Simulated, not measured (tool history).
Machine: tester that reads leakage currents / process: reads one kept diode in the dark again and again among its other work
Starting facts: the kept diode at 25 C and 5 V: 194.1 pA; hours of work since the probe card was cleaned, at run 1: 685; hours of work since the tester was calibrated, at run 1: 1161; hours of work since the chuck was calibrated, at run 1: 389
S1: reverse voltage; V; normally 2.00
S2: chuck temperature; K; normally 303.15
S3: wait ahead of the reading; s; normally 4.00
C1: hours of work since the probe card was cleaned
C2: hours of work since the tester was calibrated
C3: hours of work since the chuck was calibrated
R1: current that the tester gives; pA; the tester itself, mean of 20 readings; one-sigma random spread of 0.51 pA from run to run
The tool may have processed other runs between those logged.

{"run": 1, "day": 0.0, "S1": 2.0, "S2": 303.15, "S3": 4.0, "C1": 685, "C2": 1161, "C3": 389, "R1": 177.08}
{"run": 2, "day": 2.412, "S1": 2.0, "S2": 303.15, "S3": 4.0, "C1": 716, "C2": 1192, "C3": 420, "R1": 177.44}
{"run": 3, "day": 5.054, "S1": 2.0, "S2": 303.15, "S3": 4.0, "C1": 750, "C2": 1226, "C3": 454, "R1": 177.74}
{"run": 4, "day": 7.342, "S1": 2.0, "S2": 298.15, "S3": 4.0, "C1": 780, "C2": 1255, "C3": 484, "R1": 121.87}
{"run": 5, "day": 10.108, "S1": 2.0, "S2": 303.15, "S3": 2.0, "C1": 815, "C2": 1291, "C3": 520, "R1": 180.45}
{"run": 6, "day": 12.083, "S1": 2.0, "S2": 303.15, "S3": 2.0, "C1": 841, "C2": 1316, "C3": 545, "R1": 179.9}
{"run": 7, "day": 14.979, "S1": 2.0, "S2": 303.15, "S3": 2.0, "C1": 878, "C2": 1354, "C3": 582, "R1": 180.45}
{"run": 8, "day": 17.329, "S1": 2.0, "S2": 303.15, "S3": 4.0, "C1": 908, "C2": 1384, "C3": 613, "R1": 181.13}
{"run": 9, "day": 19.996, "S1": 2.0, "S2": 303.15, "S3": 4.0, "C1": 943, "C2": 1418, "C3": 647, "R1": 182.28}
{"run": 10, "day": 23.017, "S1": 2.0, "S2": 303.15, "S3": 4.0, "C1": 982, "C2": 1457, "C3": 686, "R1": 182.04}
{"run": 11, "day": 25.4, "S1": 2.0, "S2": 303.15, "S3": 4.0, "C1": 1012, "C2": 1488, "C3": 717, "R1": 182.28}
{"run": 12, "day": 27.321, "S1": 2.0, "S2": 303.15, "S3": 4.0, "C1": 1037, "C2": 1513, "C3": 741, "R1": 183.56}
{"run": 13, "day": 30.083, "S1": 2.0, "S2": 303.15, "S3": 4.0, "C1": 1073, "C2": 1548, "C3": 777, "R1": 184.07}
{"run": 14, "day": 31.492, "S1": 7.03, "S2": 298.15, "S3": 1.13, "C1": 1091, "C2": 1566, "C3": 795, "R1": 267.68}
{"run": 15, "day": 33.796, "S1": 7.03, "S2": 295.15, "S3": 1.13, "C1": 1121, "C2": 1596, "C3": 825, "R1": 214.46}
{"run": 16, "day": 35.829, "S1": 6.9, "S2": 322.15, "S3": 0.9, "C1": 1147, "C2": 1622, "C3": 851, "R1": 1499.47}
{"run": 17, "day": 38.408, "S1": 2.0, "S2": 306.15, "S3": 4.09, "C1": 1180, "C2": 1656, "C3": 884, "R1": 233.34}
{"run": 18, "day": 40.7, "S1": 5.36, "S2": 296.15, "S3": 0.84, "C1": 1210, "C2": 1685, "C3": 914, "R1": 197.85}
{"run": 19, "day": 42.738, "S1": 5.36, "S2": 296.15, "S3": 0.84, "C1": 1236, "C2": 1711, "C3": 940, "R1": 198.52}
{"run": 20, "day": 45.5, "S1": 5.36, "S2": 296.15, "S3": 0.84, "C1": 1272, "C2": 1747, "C3": 976, "R1": 199.39}
{"run": 21, "day": 47.121, "S1": 2.86, "S2": 301.15, "S3": 2.35, "C1": 1292, "C2": 1768, "C3": 997, "R1": 200.4}
{"run": 22, "day": 50.071, "S1": 11.23, "S2": 301.15, "S3": 2.35, "C1": 1330, "C2": 1806, "C3": 1035, "R1": 457.21}
{"run": 23, "day": 51.35, "S1": 11.23, "S2": 301.15, "S3": 2.35, "C1": 1347, "C2": 1822, "C3": 1051, "R1": 454.9}
{"run": 24, "day": 52.854, "S1": 11.23, "S2": 298.15, "S3": 6.75, "C1": 1366, "C2": 1842, "C3": 1070, "R1": 366.09}
{"run": 25, "day": 54.479, "S1": 3.89, "S2": 307.15, "S3": 4.0, "C1": 1387, "C2": 1863, "C3": 1091, "R1": 380.67}

Consider 4 possible next runs. They are alternatives, not a sequence: every one starts from the tool as it was left by run 25. What does each give?
{"day": 54.808, "done": "chuck's temperature calibrated"}
{"run": "A", "day": 56.125, "S1": 3.89, "S2": 303.15, "S3": 4.0, "C1": 1407, "C2": 1883, "C3": 17, "R1": "?"}
{"day": 54.808, "done": "chuck's temperature calibrated"}
{"run": "B", "day": 56.125, "S1": 9.32, "S2": 320.15, "S3": 0.31, "C1": 1407, "C2": 1883, "C3": 17, "R1": "?"}
{"day": 54.808, "done": "chuck's temperature calibrated"}
{"run": "C", "day": 56.125, "S1": 2.0, "S2": 303.15, "S3": 0.68, "C1": 1407, "C2": 1883, "C3": 17, "R1": "?"}
{"day": 54.808, "done": "chuck's temperature calibrated"}
{"run": "D", "day": 56.125, "S1": 18.54, "S2": 303.15, "S3": 1.22, "C1": 1407, "C2": 1883, "C3": 17, "R1": "?"}

run=A R1=254.07
run=B R1=1448.07
run=C R1=171.52
run=D R1=649.01
Had the tool no hidden state, the same runs would have come out as:
run=A R1=249.93
run=B R1=1444.24
run=C R1=169.73
run=D R1=624.80

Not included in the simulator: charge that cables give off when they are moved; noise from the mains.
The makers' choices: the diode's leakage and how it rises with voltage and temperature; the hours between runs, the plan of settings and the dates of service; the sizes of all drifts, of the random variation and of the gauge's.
